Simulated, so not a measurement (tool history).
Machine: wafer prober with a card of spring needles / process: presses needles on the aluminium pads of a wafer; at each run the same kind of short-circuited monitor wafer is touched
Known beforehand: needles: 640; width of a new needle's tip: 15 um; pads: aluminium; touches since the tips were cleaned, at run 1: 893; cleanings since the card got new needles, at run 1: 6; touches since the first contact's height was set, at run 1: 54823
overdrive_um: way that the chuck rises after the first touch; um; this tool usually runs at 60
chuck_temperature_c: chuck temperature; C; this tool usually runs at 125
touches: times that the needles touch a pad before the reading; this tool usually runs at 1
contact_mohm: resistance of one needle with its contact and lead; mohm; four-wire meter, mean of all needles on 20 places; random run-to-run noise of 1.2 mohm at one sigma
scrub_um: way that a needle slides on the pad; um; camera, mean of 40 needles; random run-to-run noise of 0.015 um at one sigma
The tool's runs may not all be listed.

run,hour,overdrive_um,chuck_temperature_c,touches,touches since the tips were cleaned,cleanings since the card got new needles,touches since the first contact's height was set,contact_mohm,scrub_um
1,0.0,60,125,1,893,6,54823,286,15.72
2,18.6,60,125,1,6169,6,60099,287,15.70
# hour 23.2: tips cleaned on abrasive film
3,39.5,60,30,1,4625,7,65982,260,15.72
# hour 49.7: tips cleaned on abrasive film
4,60.1,60,30,1,2937,8,71765,258,15.69
# hour 76.3: tips cleaned on abrasive film
5,78.6,60,97,1,634,9,76978,278,15.72
# hour 81.3: height of the first contact set anew
6,97.1,54,97,1,5798,9,4479,283,14.17
# hour 103.1: tips cleaned on abrasive film
7,114.5,54,97,1,3218,10,9364,282,14.14
8,126.7,54,97,1,6676,10,12822,282,14.15
# hour 129.4: tips cleaned on abrasive film
9,139.0,54,97,1,2733,11,16289,282,14.14
10,150.6,54,97,1,6015,11,19571,282,14.13
# hour 156.0: tips cleaned on abrasive film
11,162.8,54,97,1,1926,12,22989,284,14.13
12,180.9,54,97,1,7039,12,28102,282,14.13
# hour 182.0: tips cleaned on abrasive film
13,200.2,54,97,1,5150,13,33536,286,14.13
# hour 208.5: tips cleaned on abrasive film
# hour 210.2: gauge calibrated
14,214.3,54,81,1,1643,14,37521,273,14.15
15,234.1,72,81,1,7238,14,43116,271,18.85
# hour 236.1: tips cleaned on abrasive film
16,248.0,69,125,3,3360,15,47016,285,18.05
# hour 262.0: tips cleaned on abrasive film
17,268.1,40,125,2,1727,16,52682,293,10.46
18,285.8,60,125,3,6734,16,57689,287,15.70
# hour 287.9: tips cleaned on abrasive film
19,303.1,60,26,1,4296,17,62558,260,15.73
# hour 315.3: tips cleaned on abrasive film
20,319.4,67,57,1,1169,18,67149,269,17.53
21,340.7,67,47,1,7192,18,73172,265,17.54
# hour 342.6: tips cleaned on abrasive film
22,353.2,67,47,1,3004,19,76678,266,17.55
# hour 356.8: height of the first contact set anew
# hour 369.3: tips cleaned on abrasive film
23,375.2,60,74,2,1677,20,5185,275,15.72
24,385.6,52,40,3,4598,20,8106,267,13.60
# hour 395.7: tips cleaned on abrasive film
25,397.2,52,40,3,408,21,11359,268,13.62
26,415.1,52,88,2,5482,21,16433,283,13.61
# hour 421.5: tips cleaned on abrasive film
27,427.9,52,88,2,1796,22,20026,284,13.62

3 options for the next run, each taken on its own from the tool as it stands now. Forecast them:
A,444.5,72,88,2,6495,22,24725,?,?
B,444.5,54,115,2,6495,22,24725,?,?
C,444.5,43,65,1,6495,22,24725,?,?

run,contact_mohm,scrub_um
A,282,18.85
B,292,14.14
C,278,11.24
With the hidden condition removed and each run's random variation left untouched, the same runs would have given:
run,contact_mohm,scrub_um
A,273,18.85
B,283,14.14
C,269,11.24
